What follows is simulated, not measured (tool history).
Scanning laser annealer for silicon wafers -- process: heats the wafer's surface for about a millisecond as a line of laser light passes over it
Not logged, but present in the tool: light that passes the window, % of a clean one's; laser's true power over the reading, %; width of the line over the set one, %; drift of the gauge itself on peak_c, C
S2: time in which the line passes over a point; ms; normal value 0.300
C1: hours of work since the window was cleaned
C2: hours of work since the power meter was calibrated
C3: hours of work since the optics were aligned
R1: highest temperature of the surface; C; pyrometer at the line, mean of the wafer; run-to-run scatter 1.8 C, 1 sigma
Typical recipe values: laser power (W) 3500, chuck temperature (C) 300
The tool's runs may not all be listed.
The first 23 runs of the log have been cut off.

{"run": 24, "day": 41.833, "laser power (W)": 3182, "S2": 0.3, "chuck temperature (C)": 300, "C1": 229, "C2": 867, "C3": 867, "R1": 970}
{"run": 25, "day": 44.246, "laser power (W)": 3812, "S2": 0.212, "chuck temperature (C)": 321, "C1": 274, "C2": 912, "C3": 912, "R1": 997}
{"day": 45.021, "done": "optics aligned, line set to its width"}
{"run": 26, "day": 45.633, "laser power (W)": 3102, "S2": 0.29, "chuck temperature (C)": 300, "C1": 296, "C2": 934, "C3": 11, "R1": 938}
{"run": 27, "day": 46.8, "laser power (W)": 3102, "S2": 0.29, "chuck temperature (C)": 300, "C1": 318, "C2": 956, "C3": 33, "R1": 940}
{"day": 47.096, "done": "window over the wafer cleaned"}
{"run": 28, "day": 48.117, "laser power (W)": 3831, "S2": 0.29, "chuck temperature (C)": 284, "C1": 19, "C2": 979, "C3": 56, "R1": 1126}
{"run": 29, "day": 49.575, "laser power (W)": 3500, "S2": 0.302, "chuck temperature (C)": 264, "C1": 46, "C2": 1006, "C3": 83, "R1": 1044}
{"run": 30, "day": 52.05, "laser power (W)": 3500, "S2": 0.302, "chuck temperature (C)": 264, "C1": 92, "C2": 1052, "C3": 129, "R1": 1039}
{"run": 31, "day": 54.446, "laser power (W)": 3610, "S2": 0.258, "chuck temperature (C)": 297, "C1": 137, "C2": 1097, "C3": 174, "R1": 1022}
{"run": 32, "day": 56.425, "laser power (W)": 3610, "S2": 0.258, "chuck temperature (C)": 297, "C1": 174, "C2": 1133, "C3": 211, "R1": 1017}
{"run": 33, "day": 57.446, "laser power (W)": 3610, "S2": 0.258, "chuck temperature (C)": 297, "C1": 193, "C2": 1152, "C3": 230, "R1": 1016}
{"run": 34, "day": 58.829, "laser power (W)": 3802, "S2": 0.346, "chuck temperature (C)": 282, "C1": 219, "C2": 1178, "C3": 256, "R1": 1186}
{"run": 35, "day": 60.917, "laser power (W)": 3805, "S2": 0.3, "chuck temperature (C)": 313, "C1": 258, "C2": 1217, "C3": 295, "R1": 1141}
{"run": 36, "day": 63.429, "laser power (W)": 3500, "S2": 0.225, "chuck temperature (C)": 300, "C1": 304, "C2": 1264, "C3": 342, "R1": 932}
{"day": 64.412, "done": "window over the wafer cleaned"}
{"run": 37, "day": 65.492, "laser power (W)": 3500, "S2": 0.3, "chuck temperature (C)": 288, "C1": 20, "C2": 1301, "C3": 378, "R1": 1063}
{"run": 38, "day": 67.5, "laser power (W)": 3553, "S2": 0.3, "chuck temperature (C)": 262, "C1": 58, "C2": 1338, "C3": 416, "R1": 1047}
{"run": 39, "day": 69.608, "laser power (W)": 2978, "S2": 0.3, "chuck temperature (C)": 331, "C1": 97, "C2": 1378, "C3": 455, "R1": 967}
{"run": 40, "day": 70.962, "laser power (W)": 2978, "S2": 0.3, "chuck temperature (C)": 321, "C1": 122, "C2": 1403, "C3": 480, "R1": 950}
{"run": 41, "day": 72.596, "laser power (W)": 3843, "S2": 0.3, "chuck temperature (C)": 273, "C1": 153, "C2": 1433, "C3": 511, "R1": 1119}

Branching from run 41: 3 alternative next runs. What would each branch give?
{"run": "A", "day": 74.725, "laser power (W)": 3500, "S2": 0.37, "chuck temperature (C)": 301, "C1": 192, "C2": 1473, "C3": 550, "R1": "?"}
{"run": "B", "day": 74.725, "laser power (W)": 3264, "S2": 0.27, "chuck temperature (C)": 334, "C1": 192, "C2": 1473, "C3": 550, "R1": "?"}
{"run": "C", "day": 74.725, "laser power (W)": 3500, "S2": 0.356, "chuck temperature (C)": 267, "C1": 192, "C2": 1473, "C3": 550, "R1": "?"}

run=A R1=1158
run=B R1=988
run=C R1=1100
The same runs, with their run-to-run variation unchanged, on a tool lacking any hidden condition would have given:
run=A R1=1190
run=B R1=1013
run=C R1=1131
